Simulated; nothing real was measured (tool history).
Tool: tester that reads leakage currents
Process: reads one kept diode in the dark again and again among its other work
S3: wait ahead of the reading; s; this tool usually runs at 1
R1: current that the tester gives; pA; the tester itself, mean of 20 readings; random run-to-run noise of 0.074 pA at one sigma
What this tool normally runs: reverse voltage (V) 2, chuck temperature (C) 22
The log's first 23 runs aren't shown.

Run 24, hour 1719.7: usual settings but reverse voltage (V) 6.05, chuck temperature (C) 31, S3 0.6 s. Result: R1 57 pA.
Run 25, hour 1772.7: usual settings but reverse voltage (V) 6.05, chuck temperature (C) 31, S3 0.6 s. Result: R1 56.96 pA.
Run 26, hour 1844.8: usual settings but S3 1.99 s. Result: R1 17.72 pA.
Run 27, hour 1939.6: usual settings but reverse voltage (V) 3.4, chuck temperature (C) 59, S3 1.99 s. Result: R1 351.93 pA.
Run 28, hour 2019.8: usual settings but reverse voltage (V) 1.97, chuck temperature (C) 29, S3 6.19 s. Result: R1 31.29 pA.
Run 29, hour 2126.5: usual settings but reverse voltage (V) 12.13, chuck temperature (C) 29, S3 6.19 s. Result: R1 57.42 pA.
Run 30, hour 2183.3: usual settings but reverse voltage (V) 12.13, chuck temperature (C) 29, S3 6.19 s. Result: R1 57.9 pA.
At hour 2231.7: probe card cleaned and baked.
Run 31, hour 2292.7: usual settings but reverse voltage (V) 1.73, chuck temperature (C) 47, S3 0.83 s. Result: R1 121.61 pA.
Run 32, hour 2352: usual settings but reverse voltage (V) 1.84, chuck temperature (C) 35, S3 6.94 s. Result: R1 49.64 pA.
Run 33, hour 2415.8: usual settings but reverse voltage (V) 7.98, chuck temperature (C) 54, S3 0.39 s. Result: R1 337.16 pA.
Run 34, hour 2492.2: usual settings but reverse voltage (V) 1.29, chuck temperature (C) 25, S3 2.4 s. Result: R1 19.68 pA.
Run 35, hour 2571.2: usual settings but reverse voltage (V) 14.12, chuck temperature (C) 48, S3 1.9 s. Result: R1 263.33 pA.
Run 36, hour 2659.7: usual settings but reverse voltage (V) 14.12, chuck temperature (C) 48, S3 1.9 s. Result: R1 263.67 pA.
Run 37, hour 2748: usual settings but reverse voltage (V) 10.15, chuck temperature (C) 48, S3 9.68 s. Result: R1 234.92 pA.
Run 38, hour 2847.1: usual settings but reverse voltage (V) 18.8. Result: R1 43.74 pA.
Run 39, hour 2904.6: usual settings but S3 2.24 s. Result: R1 17.76 pA.
Run 40, hour 3018.5: usual settings but reverse voltage (V) 7.96, chuck temperature (C) 30, S3 1.02 s. Result: R1 56.81 pA.

Consider 3 possible next runs. They are alternatives, not a sequence: every one starts from the tool as it was left by run 40. What does each give?
Run A, hour 3121.4: usual settings but chuck temperature (C) 27, S3 3.93 s. Result: R1 ?.
Run B, hour 3121.4: usual settings but chuck temperature (C) 25, S3 1.87 s. Result: R1 ?.
Run C, hour 3121.4: usual settings but reverse voltage (V) 11.47, chuck temperature (C) 31. Result: R1 ?.

run     R1
  A  26.67
  B  22.95
  C  70.36
With the hidden condition removed and each run's random variation left untouched, the same runs would have given:
run     R1
  A  26.66
  B  22.94
  C  70.32

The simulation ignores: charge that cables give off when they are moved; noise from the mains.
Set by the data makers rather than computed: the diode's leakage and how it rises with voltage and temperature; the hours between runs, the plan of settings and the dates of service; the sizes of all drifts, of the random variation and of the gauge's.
